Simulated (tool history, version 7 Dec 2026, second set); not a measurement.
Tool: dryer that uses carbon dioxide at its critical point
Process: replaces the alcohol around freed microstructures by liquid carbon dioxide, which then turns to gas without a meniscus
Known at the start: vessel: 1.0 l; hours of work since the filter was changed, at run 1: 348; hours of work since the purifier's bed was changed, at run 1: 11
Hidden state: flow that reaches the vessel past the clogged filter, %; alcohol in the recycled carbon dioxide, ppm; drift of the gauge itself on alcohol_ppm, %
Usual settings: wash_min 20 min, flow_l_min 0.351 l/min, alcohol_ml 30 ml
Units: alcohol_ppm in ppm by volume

| run | hour | wash_min | flow_l_min | alcohol_ml | hours of work since the filter was changed | hours of work since the purifier's bed was changed | alcohol_ppm |
|---|---|---|---|---|---|---|---|
| 1 | 0 | 20 | 0.351 | 30 | 348 | 11 | 116 |
| 2 | 4.5 | 20 | 0.351 | 30 | 349 | 13 | 119 |
| 3 | 9.3 | 20 | 0.351 | 30 | 351 | 15 | 114 |
| 4 | 17.2 | 20 | 0.351 | 30 | 355 | 18 | 118 |
| 5 | 24.3 | 20 | 0.351 | 30 | 358 | 21 | 110 |
| 6 | 32 | 20 | 0.351 | 30 | 361 | 25 | 122 |
| 7 | 40.4 | 20 | 0.351 | 30 | 365 | 28 | 119 |
| 8 | 47.2 | 20 | 0.351 | 21 | 368 | 31 | 85 |
| 9 | 52.4 | 20 | 0.351 | 31 | 370 | 33 | 119 |
|  | 54.5 | inlet filter changed |
| 10 | 60.7 | 20 | 0.351 | 31 | 3 | 36 | 62 |
| 11 | 67.6 | 17 | 0.271 | 50 | 6 | 39 | 797 |
| 12 | 73.3 | 20 | 0.351 | 21 | 8 | 42 | 41 |
| 13 | 78 | 24 | 0.351 | 69 | 10 | 44 | 49 |
| 14 | 86.7 | 16 | 0.351 | 29 | 14 | 47 | 195 |
| 15 | 93.1 | 28 | 0.428 | 29 | 16 | 50 | 5 |
| 16 | 98.9 | 20 | 0.373 | 82 | 19 | 53 | 108 |
| 17 | 106.7 | 20 | 0.373 | 103 | 22 | 56 | 142 |
| 18 | 110.8 | 15 | 0.351 | 30 | 24 | 58 | 272 |
| 19 | 119.4 | 23 | 0.212 | 30 | 28 | 61 | 411 |

Forecast each of these 4 alternatives for the next run:
| A | 125.8 | 15 | 0.275 | 30 | 30 | 64 | ? |
| B | 125.8 | 30 | 0.299 | 41 | 30 | 64 | ? |
| C | 125.8 | 21 | 0.498 | 109 | 30 | 64 | ? |
| D | 125.8 | 14 | 0.334 | 115 | 30 | 64 | ? |

| run | alcohol_ppm |
|---|---|
| A | 784 |
| B | 24 |
| C | 12 |
| D | 1797 |
Without the tool's hidden state the same runs would have given:
| run | alcohol_ppm |
|---|---|
| A | 733 |
| B | 19 |
| C | 8 |
| D | 1669 |
